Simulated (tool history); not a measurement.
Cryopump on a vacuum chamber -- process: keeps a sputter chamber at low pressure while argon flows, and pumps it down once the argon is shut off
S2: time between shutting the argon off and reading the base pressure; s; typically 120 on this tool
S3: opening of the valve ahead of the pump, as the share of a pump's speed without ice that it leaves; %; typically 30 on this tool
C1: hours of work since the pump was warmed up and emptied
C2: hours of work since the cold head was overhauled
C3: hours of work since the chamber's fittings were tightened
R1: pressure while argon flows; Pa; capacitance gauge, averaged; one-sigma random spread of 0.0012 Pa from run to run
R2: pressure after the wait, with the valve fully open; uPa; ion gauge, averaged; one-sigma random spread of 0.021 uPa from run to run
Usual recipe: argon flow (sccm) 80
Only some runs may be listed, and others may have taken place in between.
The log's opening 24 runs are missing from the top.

{"run": 25, "hour": 620.9, "argon flow (sccm)": 73, "S2": 34, "S3": 23, "C1": 249, "C2": 748, "C3": 835, "R1": 0.3204, "R2": 1.31}
{"run": 26, "hour": 640.9, "argon flow (sccm)": 68, "S2": 33, "S3": 57, "C1": 260, "C2": 759, "C3": 846, "R1": 0.1248, "R2": 1.33}
{"run": 27, "hour": 667.5, "argon flow (sccm)": 129, "S2": 171, "S3": 17, "C1": 275, "C2": 774, "C3": 860, "R1": 0.7634, "R2": 0.5}
{"run": 28, "hour": 686.7, "argon flow (sccm)": 80, "S2": 58, "S3": 30, "C1": 286, "C2": 785, "C3": 871, "R1": 0.2703, "R2": 0.9}
{"run": 29, "hour": 701.5, "argon flow (sccm)": 80, "S2": 120, "S3": 29, "C1": 294, "C2": 793, "C3": 879, "R1": 0.2827, "R2": 0.64}
{"run": 30, "hour": 722.6, "argon flow (sccm)": 62, "S2": 120, "S3": 34, "C1": 305, "C2": 804, "C3": 891, "R1": 0.1871, "R2": 0.62}
{"run": 31, "hour": 750.2, "argon flow (sccm)": 54, "S2": 120, "S3": 44, "C1": 321, "C2": 820, "C3": 906, "R1": 0.1278, "R2": 0.61}
{"run": 32, "hour": 768.0, "argon flow (sccm)": 54, "S2": 120, "S3": 44, "C1": 330, "C2": 829, "C3": 916, "R1": 0.1282, "R2": 0.6}
{"run": 33, "hour": 796.6, "argon flow (sccm)": 45, "S2": 120, "S3": 30, "C1": 346, "C2": 845, "C3": 932, "R1": 0.1539, "R2": 0.61}

Alternative continuations, all from the tool just after run 33; predict every row:
{"run": "A", "hour": 830.1, "argon flow (sccm)": 52, "S2": 45, "S3": 39, "C1": 365, "C2": 864, "C3": 950, "R1": "?", "R2": "?"}
{"run": "B", "hour": 830.1, "argon flow (sccm)": 137, "S2": 120, "S3": 30, "C1": 365, "C2": 864, "C3": 950, "R1": "?", "R2": "?"}
{"run": "C", "hour": 830.1, "argon flow (sccm)": 80, "S2": 120, "S3": 27, "C1": 365, "C2": 864, "C3": 950, "R1": "?", "R2": "?"}
{"run": "D", "hour": 830.1, "argon flow (sccm)": 45, "S2": 83, "S3": 20, "C1": 365, "C2": 864, "C3": 950, "R1": "?", "R2": "?"}
{"run": "E", "hour": 830.1, "argon flow (sccm)": 45, "S2": 124, "S3": 34, "C1": 365, "C2": 864, "C3": 950, "R1": "?", "R2": "?"}

run=A R1=0.1378 R2=1.07
run=B R1=0.4686 R2=0.64
run=C R1=0.3053 R2=0.59
run=D R1=0.2284 R2=0.69
run=E R1=0.1353 R2=0.59
With no hidden state in the tool, these same runs would have given:
run=A R1=0.1305 R2=0.90
run=B R1=0.4493 R2=0.48
run=C R1=0.2940 R2=0.42
run=D R1=0.2220 R2=0.53
run=E R1=0.1290 R2=0.43

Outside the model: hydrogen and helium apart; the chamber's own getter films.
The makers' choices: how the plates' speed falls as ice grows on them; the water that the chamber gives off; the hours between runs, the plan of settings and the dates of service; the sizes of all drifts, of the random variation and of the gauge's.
